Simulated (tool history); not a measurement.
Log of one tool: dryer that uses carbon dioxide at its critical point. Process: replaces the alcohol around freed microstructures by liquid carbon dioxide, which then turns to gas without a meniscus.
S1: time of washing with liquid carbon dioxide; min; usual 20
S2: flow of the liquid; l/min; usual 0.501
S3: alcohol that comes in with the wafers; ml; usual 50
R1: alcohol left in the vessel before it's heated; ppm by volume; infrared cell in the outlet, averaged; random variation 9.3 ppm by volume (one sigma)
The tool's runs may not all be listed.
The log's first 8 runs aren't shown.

| run | hour | S1 | S2 | S3 | R1 |
|---|---|---|---|---|---|
| 9 | 78.9 | 23 | 0.390 | 50 | 834 |
| 10 | 87.5 | 13 | 0.390 | 50 | 3556 |
| 11 | 99.0 | 14 | 0.390 | 50 | 3174 |
| 12 | 112.2 | 20 | 0.501 | 50 | 568 |
| 13 | 119.9 | 20 | 0.501 | 50 | 581 |
| 14 | 130.4 | 20 | 0.501 | 50 | 594 |
| 15 | 140.4 | 20 | 0.501 | 50 | 595 |
| 16 | 153.8 | 20 | 0.501 | 50 | 614 |
| 17 | 161.6 | 20 | 0.501 | 50 | 618 |
| 18 | 175.1 | 20 | 0.501 | 50 | 618 |
| 19 | 182.9 | 20 | 0.784 | 50 | 100 |

Run 20 comes next. What will it give?
| 20 | 195.1 | 20 | 0.784 | 50 | ? |

R1: 106 ppm by volume
Without the tool's hidden state the same run would have given R1 60 ppm by volume.

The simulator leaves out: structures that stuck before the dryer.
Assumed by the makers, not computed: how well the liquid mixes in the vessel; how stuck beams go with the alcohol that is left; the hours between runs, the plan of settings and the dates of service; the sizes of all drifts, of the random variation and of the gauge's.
